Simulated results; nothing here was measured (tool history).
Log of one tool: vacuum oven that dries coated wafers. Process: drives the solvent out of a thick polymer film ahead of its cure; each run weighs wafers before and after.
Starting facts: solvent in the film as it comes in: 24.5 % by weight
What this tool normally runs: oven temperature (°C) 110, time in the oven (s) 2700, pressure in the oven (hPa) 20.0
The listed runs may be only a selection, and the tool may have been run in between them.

Run 1, hour 0.0: usual settings. Result: solvent left in the film (%) 6.18.
Run 2, hour 11.8: usual settings. Result: solvent left in the film (%) 6.22.
Run 3, hour 19.5: usual settings. Result: solvent left in the film (%) 6.14.
Run 4, hour 27.9: usual settings but time in the oven (s) 3720. Result: solvent left in the film (%) 4.11.
Run 5, hour 38.0: usual settings but time in the oven (s) 3720. Result: solvent left in the film (%) 4.13.
Run 6, hour 44.3: usual settings but time in the oven (s) 3720. Result: solvent left in the film (%) 4.08.
Run 7, hour 57.0: usual settings. Result: solvent left in the film (%) 6.18.
Run 8, hour 66.3: usual settings but time in the oven (s) 2100. Result: solvent left in the film (%) 7.82.
Run 9, hour 78.4: usual settings but time in the oven (s) 2100. Result: solvent left in the film (%) 7.82.
Run 10, hour 87.4: usual settings but time in the oven (s) 2100. Result: solvent left in the film (%) 7.89.
Run 11, hour 93.9: usual settings but oven temperature (°C) 100, time in the oven (s) 2100, pressure in the oven (hPa) 13.3. Result: solvent left in the film (%) 11.90.
Run 12, hour 105.3: usual settings but oven temperature (°C) 122, time in the oven (s) 1500, pressure in the oven (hPa) 60.3. Result: solvent left in the film (%) 6.25.
Run 13, hour 116.5: usual settings but oven temperature (°C) 125, time in the oven (s) 4080. Result: solvent left in the film (%) 0.77.
Run 14, hour 125.9: usual settings but time in the oven (s) 4020. Result: solvent left in the film (%) 3.66.

Run 15 comes next. What will it give?
Run 15, hour 131.4: usual settings but oven temperature (°C) 116, time in the oven (s) 4020, pressure in the oven (hPa) 73.5. Result: solvent left in the film (%) ?.

Run 15 produced solvent left in the film (%) 3.83.
On a tool with no hidden condition, and with the same random variation, this run would have come out at solvent left in the film (%) 3.83.
